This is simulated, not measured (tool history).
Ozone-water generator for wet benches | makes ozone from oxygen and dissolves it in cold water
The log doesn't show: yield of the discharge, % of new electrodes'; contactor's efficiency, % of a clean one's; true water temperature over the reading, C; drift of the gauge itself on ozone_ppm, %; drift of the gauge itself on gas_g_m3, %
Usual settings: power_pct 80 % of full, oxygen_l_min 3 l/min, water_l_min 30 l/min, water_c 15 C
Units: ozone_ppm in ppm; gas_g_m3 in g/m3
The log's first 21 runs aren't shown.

run,hour,power_pct,oxygen_l_min,water_l_min,water_c,hours of work since the electrodes were changed,hours of work since the contactor was cleaned,hours of work since the thermometer was calibrated,ozone_ppm,gas_g_m3
22,1608.3,98,3,32,15,5445,148,2616,13.4,272.2
23,1652.4,71,2.34,34,7,5485,188,2657,10.5,270.7
24,1700,71,3.39,38,7,5529,232,2700,10.5,216.1
25,1759.6,72,3.91,30,20,5584,287,2755,12.1,201.1
# hour 1866.7: contactor cleaned, once more
26,1866.7,80,4.55,20,15,5679,0,2851,20,188.6
27,1946.3,59,3,48,19,5753,73,2924,7.3,211.1
28,2031.9,59,3,48,19,5832,152,3003,7.1,211.3
29,2110.2,59,3,48,19,5904,225,3075,7.1,208.6
30,2155.1,65,2.53,48,7,5945,266,3117,7.8,244.5
31,2200.9,42,5.34,38,11,5988,308,3159,8.9,123.1
# hour 2209.3: water thermometer calibrated
32,2254.3,42,5.34,38,11,6036,357,42,9.1,123.1

Forecast each of these 5 alternatives for the next run:
A,2352.2,43,5.34,38,11,6127,447,132,?,?
B,2352.2,59,5.34,27,7,6127,447,132,?,?
C,2352.2,62,3.28,39,15,6127,447,132,?,?
D,2352.2,42,5.34,38,8,6127,447,132,?,?
E,2352.2,42,4.21,38,11,6127,447,132,?,?

run,ozone_ppm,gas_g_m3
A,8.7,124.2
B,14.6,144.7
C,9.5,203.2
D,9.1,121.7
E,8.4,141.5
Without the tool's hidden state the same runs would have given:
run,ozone_ppm,gas_g_m3
A,10.3,144.3
B,17.7,173.9
C,11.6,245.5
D,10.6,141.1
E,9.9,164.1
